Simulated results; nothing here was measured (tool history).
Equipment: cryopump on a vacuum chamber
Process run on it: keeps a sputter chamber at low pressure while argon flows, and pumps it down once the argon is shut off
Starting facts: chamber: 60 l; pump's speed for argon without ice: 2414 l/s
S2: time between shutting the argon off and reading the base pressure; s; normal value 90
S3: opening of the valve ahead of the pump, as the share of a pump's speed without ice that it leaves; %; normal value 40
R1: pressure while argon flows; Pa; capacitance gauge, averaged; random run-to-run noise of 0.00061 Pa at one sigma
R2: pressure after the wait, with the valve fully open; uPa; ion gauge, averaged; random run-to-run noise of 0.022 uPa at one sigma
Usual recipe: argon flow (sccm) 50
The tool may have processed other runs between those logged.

Run 1, hour 0.0: usual settings. Result: R1 0.0901 Pa, R2 1.01 uPa.
Run 2, hour 22.3: usual settings. Result: R1 0.0898 Pa, R2 1.05 uPa.
Run 3, hour 44.8: usual settings but argon flow (sccm) 32. Result: R1 0.0573 Pa, R2 1.05 uPa.
Run 4, hour 64.6: usual settings but S2 183 s. Result: R1 0.0905 Pa, R2 0.78 uPa.
Run 5, hour 81.0: usual settings. Result: R1 0.0898 Pa, R2 1.06 uPa.
Run 6, hour 102.6: usual settings. Result: R1 0.0903 Pa, R2 1.07 uPa.
Run 7, hour 117.6: usual settings but S2 74 s. Result: R1 0.0907 Pa, R2 1.19 uPa.
Run 8, hour 136.9: usual settings but argon flow (sccm) 60. Result: R1 0.1093 Pa, R2 1.07 uPa.
Run 9, hour 149.9: usual settings but argon flow (sccm) 66, S2 60 s, S3 49 %. Result: R1 0.0993 Pa, R2 1.32 uPa.
Run 10, hour 169.5: usual settings but argon flow (sccm) 66, S2 60 s, S3 49 %. Result: R1 0.0988 Pa, R2 1.33 uPa.
Run 11, hour 191.6: usual settings but argon flow (sccm) 53, S2 60 s, S3 28 %. Result: R1 0.1366 Pa, R2 1.34 uPa.
Run 12, hour 211.2: usual settings but argon flow (sccm) 73, S2 201 s. Result: R1 0.1350 Pa, R2 0.83 uPa.
Run 13, hour 227.5: usual settings but argon flow (sccm) 90, S2 114 s, S3 48 %. Result: R1 0.1390 Pa, R2 1.00 uPa.
Run 14, hour 238.9: usual settings but argon flow (sccm) 90, S2 114 s, S3 48 %. Result: R1 0.1394 Pa, R2 0.99 uPa.
Run 15, hour 252.0: usual settings but argon flow (sccm) 37, S3 27 %. Result: R1 0.0999 Pa, R2 1.11 uPa.

A few steps of R1 between consecutive runs. Split each: what settings, incoming material and random variation would produce without the hidden state, and what is left over for the hidden state, along with gauge scatter present in only one of the two compared results (measured, and without hidden state):
Hidden state present: pump's speed, % of a pump's without ice; cold plate's temperature, K; leak into the chamber, uPa l/s; drift of the gauge itself on working_pa, %; drift of the gauge itself on base_upa, %.
Run 14 -> 15: argon flow (sccm) 90 -> 37, S2 114 -> 90, S3 48 -> 27. R1 -0.0395 Pa: hidden state -0.0045, all else -0.0350.

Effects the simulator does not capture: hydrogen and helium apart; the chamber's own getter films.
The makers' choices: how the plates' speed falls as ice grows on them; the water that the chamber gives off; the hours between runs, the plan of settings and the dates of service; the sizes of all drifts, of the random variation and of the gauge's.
